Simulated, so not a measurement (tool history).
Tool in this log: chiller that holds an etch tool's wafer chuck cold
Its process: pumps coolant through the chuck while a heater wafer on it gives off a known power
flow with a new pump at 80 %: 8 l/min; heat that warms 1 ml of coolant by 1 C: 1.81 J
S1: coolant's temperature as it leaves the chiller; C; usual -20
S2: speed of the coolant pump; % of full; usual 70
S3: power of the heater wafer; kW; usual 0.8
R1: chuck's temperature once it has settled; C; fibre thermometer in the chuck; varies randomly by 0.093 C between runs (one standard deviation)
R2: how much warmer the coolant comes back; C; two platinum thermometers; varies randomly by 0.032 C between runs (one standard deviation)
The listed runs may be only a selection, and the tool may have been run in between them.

{"run": 1, "day": 0.0, "S1": -20, "S2": 70, "S3": 0.8, "R1": -9.83, "R2": 3.86}
{"run": 2, "day": 1.183, "S1": -20, "S2": 70, "S3": 0.8, "R1": -9.76, "R2": 3.88}
{"run": 3, "day": 1.729, "S1": -20, "S2": 87, "S3": 0.8, "R1": -11.43, "R2": 3.11}
{"run": 4, "day": 2.533, "S1": -20, "S2": 92, "S3": 0.8, "R1": -11.86, "R2": 2.95}
{"run": 5, "day": 3.654, "S1": -20, "S2": 92, "S3": 0.8, "R1": -11.79, "R2": 2.91}
{"run": 6, "day": 4.629, "S1": -20, "S2": 92, "S3": 0.8, "R1": -11.72, "R2": 3.04}
{"run": 7, "day": 5.388, "S1": -20, "S2": 92, "S3": 0.8, "R1": -12.08, "R2": 2.93}
{"run": 8, "day": 6.208, "S1": -20, "S2": 92, "S3": 0.8, "R1": -11.86, "R2": 2.93}
{"run": 9, "day": 6.938, "S1": -20, "S2": 99, "S3": 0.8, "R1": -12.29, "R2": 2.73}
{"run": 10, "day": 8.196, "S1": -20, "S2": 70, "S3": 0.8, "R1": -9.76, "R2": 3.89}
{"run": 11, "day": 9.054, "S1": -20, "S2": 70, "S3": 0.8, "R1": -9.81, "R2": 3.9}
{"run": 12, "day": 9.838, "S1": -20, "S2": 70, "S3": 0.8, "R1": -9.72, "R2": 3.88}
{"run": 13, "day": 10.562, "S1": -20, "S2": 70, "S3": 0.774, "R1": -9.95, "R2": 3.75}
{"run": 14, "day": 11.2, "S1": -20, "S2": 70, "S3": 0.774, "R1": -9.98, "R2": 3.82}
{"run": 15, "day": 12.367, "S1": -20, "S2": 70, "S3": 0.8, "R1": -9.71, "R2": 3.95}
{"run": 16, "day": 12.921, "S1": -20, "S2": 95, "S3": 0.8, "R1": -11.99, "R2": 2.89}
{"run": 17, "day": 14.079, "S1": -22, "S2": 65, "S3": 1.159, "R1": -6.03, "R2": 6.15}
{"run": 18, "day": 15.271, "S1": -12, "S2": 70, "S3": 0.87, "R1": -0.68, "R2": 4.21}
{"run": 19, "day": 15.867, "S1": -12, "S2": 70, "S3": 0.87, "R1": -0.65, "R2": 4.2}
{"run": 20, "day": 16.696, "S1": -12, "S2": 70, "S3": 0.87, "R1": -0.83, "R2": 4.22}
{"run": 21, "day": 18.017, "S1": -30, "S2": 77, "S3": 0.87, "R1": -19.61, "R2": 3.9}
{"run": 22, "day": 18.975, "S1": -12, "S2": 98, "S3": 0.526, "R1": -7.12, "R2": 1.83}
{"day": 19.838, "done": "coolant changed, channels flushed"}
{"run": 23, "day": 20.212, "S1": -12, "S2": 98, "S3": 0.526, "R1": -7.36, "R2": 1.85}
{"run": 24, "day": 21.125, "S1": -12, "S2": 98, "S3": 0.526, "R1": -7.32, "R2": 1.79}
{"run": 25, "day": 22.371, "S1": -12, "S2": 98, "S3": 0.526, "R1": -7.05, "R2": 1.83}
{"run": 26, "day": 23.696, "S1": -12, "S2": 98, "S3": 0.526, "R1": -7.24, "R2": 1.87}
{"run": 27, "day": 24.617, "S1": -12, "S2": 98, "S3": 0.526, "R1": -7.41, "R2": 1.83}
{"run": 28, "day": 25.354, "S1": -28, "S2": 70, "S3": 0.8, "R1": -18.23, "R2": 3.94}
{"run": 29, "day": 26.2, "S1": -17, "S2": 70, "S3": 0.492, "R1": -11.13, "R2": 2.46}
{"run": 30, "day": 27.408, "S1": -13, "S2": 70, "S3": 1.018, "R1": -0.72, "R2": 5}
{"run": 31, "day": 27.962, "S1": -13, "S2": 70, "S3": 1.018, "R1": -0.55, "R2": 4.95}
{"run": 32, "day": 28.862, "S1": -13, "S2": 70, "S3": 1.018, "R1": -0.59, "R2": 4.98}

4 ways to go on from here, each from the tool as it stands after run 32. What would each give?
{"run": "A", "day": 29.475, "S1": -13, "S2": 91, "S3": 1.018, "R1": "?", "R2": "?"}
{"run": "B", "day": 29.475, "S1": -20, "S2": 70, "S3": 0.839, "R1": "?", "R2": "?"}
{"run": "C", "day": 29.475, "S1": -29, "S2": 70, "S3": 1.018, "R1": "?", "R2": "?"}
{"run": "D", "day": 29.475, "S1": -20, "S2": 67, "S3": 0.947, "R1": "?", "R2": "?"}

run=A R1=-2.96 R2=3.78
run=B R1=-9.63 R2=4.16
run=C R1=-16.49 R2=4.98
run=D R1=-7.93 R2=4.81
Without the tool's hidden state the same runs would have given:
run=A R1=-3.17 R2=3.66
run=B R1=-9.85 R2=4.03
run=C R1=-16.78 R2=4.82
run=D R1=-8.21 R2=4.66
